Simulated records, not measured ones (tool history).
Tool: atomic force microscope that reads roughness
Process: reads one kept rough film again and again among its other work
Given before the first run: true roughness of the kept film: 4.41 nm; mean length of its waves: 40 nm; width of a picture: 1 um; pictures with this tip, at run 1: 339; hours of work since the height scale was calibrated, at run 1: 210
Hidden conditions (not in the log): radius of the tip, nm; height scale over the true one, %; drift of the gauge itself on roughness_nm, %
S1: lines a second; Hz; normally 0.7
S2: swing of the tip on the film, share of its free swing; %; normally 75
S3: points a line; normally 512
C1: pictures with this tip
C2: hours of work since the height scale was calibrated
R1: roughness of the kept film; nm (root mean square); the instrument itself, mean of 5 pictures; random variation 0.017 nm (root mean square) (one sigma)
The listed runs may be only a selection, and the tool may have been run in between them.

run   hour     S1  S2   S3   C1   C2     R1
  1      0    0.7  75  512  339  210  3.859
  2   15.3    0.7  75  512  367  219   3.79
      24.1  -- new tip fitted
  3   26.4  0.703  75  512    4  225  4.038
  4   35.4  1.568  75  512   21  231  3.918
  5   42.9  1.568  75  512   35  235  3.959
  6   55.3  1.568  75  512   57  243  3.895
  7   62.2  1.568  75  512   70  247  3.891
  8   68.5  1.568  75  512   81  251  3.866
  9   81.9  1.568  75  512  106  259  3.889
 10   94.9  1.568  75  512  130  267   3.86
 11  105.2  1.568  75  512  148  274  3.826
 12  116.9    0.7  75  512  170  281  3.917
 13  129.9    0.7  75  512  193  289  3.941
 14  143.6    0.7  75  512  218  297  3.886
 15  150.8    0.7  75  848  232  301  3.909
 16    163    0.7  75  848  254  309    3.9
 17  170.5    0.7  75  848  268  314  3.884
 18  181.2  0.835  75  512  287  320  3.825
 19  191.3   1.99  75  512  306  326  3.694
 20  202.8   1.99  75  512  327  333   3.67
 21  209.2   1.99  75  512  338  337   3.66
 22  217.7   1.99  75  512  354  342  3.644
 23  230.6   1.99  75  512  377  350  3.595
     233.5  -- new tip fitted
 24  241.7    0.7  75  512   15  357  4.056
 25  249.2    0.7  75  512   28  361  4.079
 26  255.5    0.7  75  512   40  365   4.03
 27    266  1.332  75  512   59  372  3.952
 28  273.7    0.7  72  512   73  376  4.015
 29  287.7    0.7  72  512   99  385  3.972
 30  302.2  0.541  88  888  125  394  3.932
 31  312.3  0.541  88  888  144  400  3.922
 32  324.8    0.7  57  930  167  408      4
 33  333.5  0.762  73  399  183  413  3.931
 34  342.5  1.305  80  626  199  418  3.801
 35  354.4  1.311  83  600  221  426  3.737
 36  362.8  2.732  87  949  236  431  3.392
 37  377.8  0.718  87  280  264  440  3.786
 38  388.6  2.193  77  512  283  447  3.628
 39  395.4  2.075  81  814  296  451  3.614
 40  408.5    0.7  75  499  320  459  3.829
 41  416.3  2.139  63  527  334  464  3.769
 42  423.2    0.7  56  300  346  468  3.856
 43  435.1    0.7  65  343  368  475  3.821
     443.6  -- new tip fitted
 44    451  0.617  75  801   13  485  4.052
 45  466.5  0.617  75  280   42  494  4.029
 46  475.7  0.845  75  959   58  500  4.023

Run 47, settings as shown, results not yet in. Your forecast:
 47  482.7  0.845  58  839  71  504   ?

{"run 47": {"R1": 4.084}}
The same run, on a tool lacking any hidden state, would have yielded R1 4.147 nm (root mean square).

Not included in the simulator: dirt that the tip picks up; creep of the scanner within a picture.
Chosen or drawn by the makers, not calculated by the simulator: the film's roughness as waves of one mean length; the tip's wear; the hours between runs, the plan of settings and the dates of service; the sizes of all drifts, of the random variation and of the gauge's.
